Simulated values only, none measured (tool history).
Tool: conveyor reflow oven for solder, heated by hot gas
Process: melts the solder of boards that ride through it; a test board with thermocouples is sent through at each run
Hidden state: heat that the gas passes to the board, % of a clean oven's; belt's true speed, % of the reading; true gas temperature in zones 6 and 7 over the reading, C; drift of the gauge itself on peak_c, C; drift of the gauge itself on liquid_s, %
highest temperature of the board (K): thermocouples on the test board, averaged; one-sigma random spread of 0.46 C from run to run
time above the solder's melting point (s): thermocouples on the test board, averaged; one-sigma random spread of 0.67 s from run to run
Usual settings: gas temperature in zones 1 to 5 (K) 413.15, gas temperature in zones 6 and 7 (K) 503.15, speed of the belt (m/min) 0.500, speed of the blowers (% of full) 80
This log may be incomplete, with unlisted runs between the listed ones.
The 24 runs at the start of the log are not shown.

run	hour	gas temperature in zones 1 to 5 (K)	gas temperature in zones 6 and 7 (K)	speed of the belt (m/min)	speed of the blowers (% of full)	hours of work since the flux was cleaned out	hours of work since the belt drive was overhauled	hours of work since the thermocouples were changed	highest temperature of the board (K)	time above the solder's melting point (s)
25	912.2	413.15	503.15	0.415	66	100	620	401	487.45	84.5
26	935.2	413.15	515.15	0.500	80	112	632	413	494.75	77.9
27	974.7	413.15	507.15	0.569	73	132	652	433	481.75	53.1
# hour 994.5: flux residue cleaned out of gas plates and filters, once more
28	1019.6	421.15	497.15	0.500	80	13	673	454	485.85	75.0
29	1060.5	413.15	513.15	0.593	58	34	694	475	485.05	54.5
30	1089.8	413.15	513.15	0.593	58	49	709	490	484.75	54.1
31	1120.1	413.15	513.15	0.593	58	65	725	506	484.05	54.5
32	1175.3	413.15	497.15	0.500	80	93	753	534	483.55	67.8

Consider 3 possible next runs. They are alternatives, not a sequence: every one starts from the tool as it was left by run 32. What does each give?
A	1206.0	403.15	503.15	0.597	58	109	769	550	?	?
B	1206.0	413.15	497.15	0.500	68	109	769	550	?	?
C	1206.0	413.15	506.15	0.549	79	109	769	550	?	?

run	highest temperature of the board (K)	time above the solder's melting point (s)
A	473.75	37.6
B	480.75	63.8
C	487.45	66.6
Without the tool's hidden state the same runs would have given:
run	highest temperature of the board (K)	time above the solder's melting point (s)
A	475.15	39.1
B	482.35	64.9
C	489.15	67.2
